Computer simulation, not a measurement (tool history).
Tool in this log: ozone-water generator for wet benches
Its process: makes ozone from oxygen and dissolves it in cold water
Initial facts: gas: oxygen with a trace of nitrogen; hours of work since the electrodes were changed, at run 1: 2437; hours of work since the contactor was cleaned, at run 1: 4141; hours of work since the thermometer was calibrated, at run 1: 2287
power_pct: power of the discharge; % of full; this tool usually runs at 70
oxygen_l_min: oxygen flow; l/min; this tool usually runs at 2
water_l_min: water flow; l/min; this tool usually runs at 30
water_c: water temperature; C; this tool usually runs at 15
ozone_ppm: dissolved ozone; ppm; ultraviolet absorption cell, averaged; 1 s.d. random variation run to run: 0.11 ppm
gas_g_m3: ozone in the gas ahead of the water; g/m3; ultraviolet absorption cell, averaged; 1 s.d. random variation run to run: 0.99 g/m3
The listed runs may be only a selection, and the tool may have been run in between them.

run,hour,power_pct,oxygen_l_min,water_l_min,water_c,hours of work since the electrodes were changed,hours of work since the contactor was cleaned,hours of work since the thermometer was calibrated,ozone_ppm,gas_g_m3
1,0,70,2,30,15,2437,4141,2287,6.6,148.8
2,84.6,70,2,22,15,2499,4202,2348,9,150
3,149.3,70,2,22,15,2546,4249,2395,8.9,151
4,218.2,70,2,22,15,2596,4300,2445,8.8,151
5,322.1,70,2,22,15,2671,4375,2521,8.7,148.5
6,384.3,70,2,22,15,2716,4420,2566,8.7,148.7
7,478,70,2,22,15,2785,4488,2634,8.9,149.4
8,562,70,2,22,15,2846,4550,2695,8.9,147.9
9,662.4,70,2,22,15,2919,4623,2768,8.6,146.2
10,727.5,70,2,37,15,2966,4670,2816,5.1,147.1
11,823,70,2,37,15,3035,4739,2885,4.9,146.1
12,936.8,70,2,37,15,3118,4822,2968,5.1,144.1
13,986.3,70,2,37,15,3154,4858,3004,5.1,147.2
14,1040.9,70,2,30,15,3194,4898,3043,6.2,145.3
15,1098.1,70,1.79,30,15,3236,4939,3085,6,148.7
16,1157,70,2,40,15,3278,4982,3128,4.5,145
17,1220.9,73,2.26,28,10,3325,5029,3174,7.4,141.3
18,1276.2,73,1.15,23,20,3365,5069,3215,6,175.1
# hour 1282: water thermometer calibrated
19,1374.8,70,3.47,40,15,3436,5140,67,6.1,118
20,1439.8,94,2.08,27,15,3484,5187,115,8.1,163.1
21,1516.9,57,1.55,40,15,3540,5244,171,3.5,139.2
22,1597.4,77,1.55,30,15,3598,5302,229,5.6,161.9
# hour 1683.1: water thermometer calibrated, once more
23,1694.8,77,1.55,30,15,3669,5373,9,5.7,161.4
24,1807.4,77,1.55,30,15,3750,5454,90,5.6,160
25,1907.1,77,1.55,30,15,3823,5527,163,5.5,159.1
26,1991.4,77,1.55,30,15,3884,5588,224,5.6,161.1
27,2076.1,41,1.45,45,15,3946,5650,286,2.5,119.4
# hour 2116.8: contactor cleaned
28,2156.8,84,1.44,24,15,4002,29,342,7.3,168.5
29,2270.5,59,1.07,21,10,4084,112,424,6.1,155.2
30,2345.6,47,1.39,20,11,4139,166,479,6.6,127.8
31,2428.3,47,1.32,44,11,4199,226,539,2.7,129.1

Here are 3 independent what-if runs from the current tool condition. What would each one return?
A,2492,59,2.93,30,17,4245,273,585,?,?
B,2492,41,1.32,30,8,4245,273,585,?,?
C,2492,60,2,19,15,4245,273,585,?,?

run,ozone_ppm,gas_g_m3
A,6.7,110.2
B,3.8,121.8
C,8.8,126.6
With the hidden condition removed and each run's random variation left untouched, the same runs would have given:
run,ozone_ppm,gas_g_m3
A,8.2,134.2
B,4.4,142
C,10.8,154.5
